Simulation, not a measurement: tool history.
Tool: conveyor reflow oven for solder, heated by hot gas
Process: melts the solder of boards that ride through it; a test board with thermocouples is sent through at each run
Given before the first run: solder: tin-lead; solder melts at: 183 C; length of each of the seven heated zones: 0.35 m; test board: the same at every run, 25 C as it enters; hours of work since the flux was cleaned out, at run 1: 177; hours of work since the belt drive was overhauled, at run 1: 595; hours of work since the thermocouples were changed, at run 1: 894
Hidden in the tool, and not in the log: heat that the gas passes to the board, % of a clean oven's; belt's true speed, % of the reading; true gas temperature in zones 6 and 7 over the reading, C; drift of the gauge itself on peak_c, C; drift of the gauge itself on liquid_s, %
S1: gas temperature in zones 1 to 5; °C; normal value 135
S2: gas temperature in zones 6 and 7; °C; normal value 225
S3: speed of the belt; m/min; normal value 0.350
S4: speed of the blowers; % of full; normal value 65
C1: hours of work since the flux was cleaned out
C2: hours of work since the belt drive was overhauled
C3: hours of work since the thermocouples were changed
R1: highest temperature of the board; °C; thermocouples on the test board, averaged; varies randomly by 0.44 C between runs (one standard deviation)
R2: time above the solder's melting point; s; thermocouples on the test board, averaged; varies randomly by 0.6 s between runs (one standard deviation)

{"run": 1, "hour": 0.0, "S1": 135, "S2": 225, "S3": 0.35, "S4": 65, "C1": 177, "C2": 595, "C3": 894, "R1": 210.3, "R2": 80.5}
{"run": 2, "hour": 18.6, "S1": 135, "S2": 225, "S3": 0.35, "S4": 65, "C1": 187, "C2": 606, "C3": 905, "R1": 210.8, "R2": 82.2}
{"run": 3, "hour": 30.9, "S1": 135, "S2": 225, "S3": 0.35, "S4": 65, "C1": 194, "C2": 613, "C3": 912, "R1": 209.4, "R2": 81.4}
{"hour": 39.8, "done": "thermocouples of zones 6 and 7 changed"}
{"run": 4, "hour": 54.9, "S1": 135, "S2": 225, "S3": 0.35, "S4": 65, "C1": 207, "C2": 625, "C3": 9, "R1": 212.0, "R2": 82.8}
{"run": 5, "hour": 74.4, "S1": 135, "S2": 225, "S3": 0.35, "S4": 65, "C1": 218, "C2": 636, "C3": 20, "R1": 211.1, "R2": 83.1}
{"hour": 89.1, "done": "flux residue cleaned out of gas plates and filters"}
{"run": 6, "hour": 91.9, "S1": 135, "S2": 225, "S3": 0.35, "S4": 65, "C1": 2, "C2": 643, "C3": 27, "R1": 213.1, "R2": 86.7}
{"run": 7, "hour": 109.6, "S1": 135, "S2": 225, "S3": 0.35, "S4": 65, "C1": 12, "C2": 653, "C3": 37, "R1": 212.9, "R2": 84.5}
{"run": 8, "hour": 128.4, "S1": 139, "S2": 225, "S3": 0.35, "S4": 65, "C1": 22, "C2": 664, "C3": 48, "R1": 213.4, "R2": 88.3}
{"run": 9, "hour": 145.8, "S1": 139, "S2": 225, "S3": 0.35, "S4": 65, "C1": 32, "C2": 674, "C3": 57, "R1": 211.7, "R2": 87.4}
{"run": 10, "hour": 161.5, "S1": 135, "S2": 225, "S3": 0.35, "S4": 54, "C1": 41, "C2": 683, "C3": 66, "R1": 211.5, "R2": 81.3}
{"run": 11, "hour": 176.4, "S1": 135, "S2": 225, "S3": 0.35, "S4": 65, "C1": 50, "C2": 691, "C3": 75, "R1": 212.1, "R2": 85.4}
{"run": 12, "hour": 200.7, "S1": 135, "S2": 225, "S3": 0.35, "S4": 65, "C1": 63, "C2": 705, "C3": 89, "R1": 212.7, "R2": 85.4}
{"hour": 206.7, "done": "belt drive overhauled, speed set with a stopwatch"}
{"run": 13, "hour": 221.5, "S1": 135, "S2": 225, "S3": 0.35, "S4": 65, "C1": 73, "C2": 8, "C3": 98, "R1": 212.5, "R2": 85.0}
{"run": 14, "hour": 237.1, "S1": 135, "S2": 231, "S3": 0.35, "S4": 65, "C1": 82, "C2": 17, "C3": 107, "R1": 218.2, "R2": 92.1}
{"run": 15, "hour": 251.1, "S1": 135, "S2": 231, "S3": 0.35, "S4": 65, "C1": 90, "C2": 25, "C3": 115, "R1": 217.4, "R2": 91.6}
{"hour": 259.7, "done": "belt drive overhauled, speed set with a stopwatch, once more"}
{"run": 16, "hour": 270.5, "S1": 133, "S2": 217, "S3": 0.35, "S4": 65, "C1": 99, "C2": 6, "C3": 124, "R1": 203.8, "R2": 70.2}
{"run": 17, "hour": 287.3, "S1": 125, "S2": 226, "S3": 0.37, "S4": 59, "C1": 108, "C2": 16, "C3": 133, "R1": 208.5, "R2": 67.2}
{"run": 18, "hour": 309.6, "S1": 128, "S2": 232, "S3": 0.35, "S4": 65, "C1": 121, "C2": 28, "C3": 146, "R1": 216.6, "R2": 85.4}
{"run": 19, "hour": 333.2, "S1": 135, "S2": 228, "S3": 0.35, "S4": 65, "C1": 134, "C2": 42, "C3": 159, "R1": 214.2, "R2": 85.1}
{"run": 20, "hour": 358.2, "S1": 135, "S2": 225, "S3": 0.409, "S4": 65, "C1": 148, "C2": 56, "C3": 174, "R1": 207.3, "R2": 62.1}
{"run": 21, "hour": 374.4, "S1": 129, "S2": 217, "S3": 0.3, "S4": 53, "C1": 158, "C2": 65, "C3": 183, "R1": 204.7, "R2": 83.9}
{"run": 22, "hour": 395.1, "S1": 130, "S2": 225, "S3": 0.35, "S4": 63, "C1": 169, "C2": 77, "C3": 195, "R1": 210.2, "R2": 77.7}

What does the tool deliver on the next run?
{"run": 23, "hour": 421.8, "S1": 130, "S2": 225, "S3": 0.35, "S4": 63, "C1": 185, "C2": 92, "C3": 210, "R1": "?", "R2": "?"}

Run 23 produced R1 210.4 °C, R2 77.4 s.
Had the tool carried no hidden state, the very same run would have given R1 212.0 °C, R2 79.9 s.
